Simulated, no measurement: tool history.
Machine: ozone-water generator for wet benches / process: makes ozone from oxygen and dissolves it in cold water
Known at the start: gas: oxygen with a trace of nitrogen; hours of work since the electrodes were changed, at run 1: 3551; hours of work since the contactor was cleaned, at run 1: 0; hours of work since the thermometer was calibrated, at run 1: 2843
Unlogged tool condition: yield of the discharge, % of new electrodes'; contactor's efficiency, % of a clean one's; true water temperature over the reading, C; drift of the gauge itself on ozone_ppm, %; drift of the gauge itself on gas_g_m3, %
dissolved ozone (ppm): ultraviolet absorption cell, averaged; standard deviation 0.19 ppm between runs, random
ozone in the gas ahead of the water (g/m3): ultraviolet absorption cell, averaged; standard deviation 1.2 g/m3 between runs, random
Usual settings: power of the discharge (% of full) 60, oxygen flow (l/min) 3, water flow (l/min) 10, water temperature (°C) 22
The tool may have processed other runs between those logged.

run    hour  power of the discharge (% of full)  oxygen flow (l/min)  water flow (l/min)  water temperature (°C)  hours of work since the electrodes were changed  hours of work since the contactor was cleaned  hours of work since the thermometer was calibrated  dissolved ozone (ppm)  ozone in the gas ahead of the water (g/m3)
  1       0                                  60                    3                  10                      22                                             3551                                              0                                                2843                   23.9                                       201.3
  2    92.8                                  60                    3                  10                      22                                             3639                                             88                                                2931                     24                                       202.5
  3   232.9                                  60                    3                  10                      22                                             3773                                            222                                                3065                   23.9                                       201.8
  4   331.7                                  60                 3.58                  10                      22                                             3867                                            316                                                3159                   22.9                                       178.3
  5   410.1                                  60                 3.58                  10                      22                                             3941                                            390                                                3233                   23.1                                       176.1
  6   583.6                                  60                    3                  10                      22                                             4107                                            556                                                3399                   23.4                                       197.1
  7   716.9                                  60                 2.86                  10                      22                                             4234                                            683                                                3525                   23.5                                       203.6
      727.9  -- water thermometer calibrated
  8     856                                  60                 2.86                  10                      22                                             4365                                            815                                                 122                   23.5                                       203.7
  9   936.4                                  60                 2.86                  10                      22                                             4442                                            891                                                 198                   23.6                                       202.2
 10  1057.8                                  60                    3                  10                      22                                             4558                                           1007                                                 314                   23.1                                       194.3
 11  1204.3                                  60                    3                  10                      22                                             4697                                           1146                                                 454                   22.9                                       194.9
 12  1302.7                                  60                 1.69                  10                      22                                             4791                                           1240                                                 547                   24.6                                       285.8
 13  1467.7                                  60                 1.69                  10                      22                                             4948                                           1397                                                 704                   24.4                                       285.4
 14  1610.6                                  60                 1.69                  10                      22                                             5084                                           1533                                                 840                   24.3                                       281.9
 15  1697.2                                  60                 1.69                  10                      22                                             5166                                           1616                                                 923                   23.8                                       283.5
 16  1771.1                                  78                 3.64                   6                      15                                             5237                                           1686                                                 993                     39                                       196.9
 17  1913.4                                  60                 1.57                   6                      22                                             5372                                           1821                                                1129                   35.3                                       292.9
 18  1996.7                                  60                 1.57                   6                      22                                             5452                                           1901                                                1208                   35.2                                       293.2
 19  2148.8                                  63                 1.57                   6                      22                                             5596                                           2046                                                1353                   36.2                                       298.4
 20  2294.6                                  63                 1.57                   6                      22                                             5735                                           2184                                                1492                   35.5                                       298.6
 21  2413.4                                  52                 1.57                   6                      16                                             5848                                           2297                                                1605                   34.6                                       259.9
 22  2584.3                                  52                 1.57                   6                      16                                             6011                                           2460                                                1768                   33.9                                       264.9
 23  2688.5                                  60                 4.38                   9                      15                                             6110                                           2559                                                1867                   23.5                                       141.3
 24  2843.1                                  60                    3                  10                      23                                             6258                                           2707                                                2014                   20.7                                       184.4

Alternative continuations, all from the tool just after run 24; predict every row:
  A  2968.9                                  75                    3                  10                      21                                             6377                                           2826                                                2134                      ?                                           ?
  B  2968.9                                  60                 4.45                  10                      15                                             6377                                           2826                                                2134                      ?                                           ?
  C  2968.9                                  60                 1.65                  10                      18                                             6377                                           2826                                                2134                      ?                                           ?
  D  2968.9                                  60                    3                  11                      22                                             6377                                           2826                                                2134                      ?                                           ?
  E  2968.9                                  60                 4.14                  10                      22                                             6377                                           2826                                                2134                      ?                                           ?

run  dissolved ozone (ppm)  ozone in the gas ahead of the water (g/m3)
  A                   24.3                                       210.3
  B                   21.5                                       138.5
  C                   23.6                                       274.3
  D                   19.6                                       181.4
  E                   19.5                                       146.8
With the hidden condition removed and each run's random variation left untouched, the same runs would have given:
run  dissolved ozone (ppm)  ozone in the gas ahead of the water (g/m3)
  A                     33                                       271.5
  B                   28.2                                       172.2
  C                   30.8                                       340.8
  D                   25.7                                       225.5
  E                   25.4                                       182.5
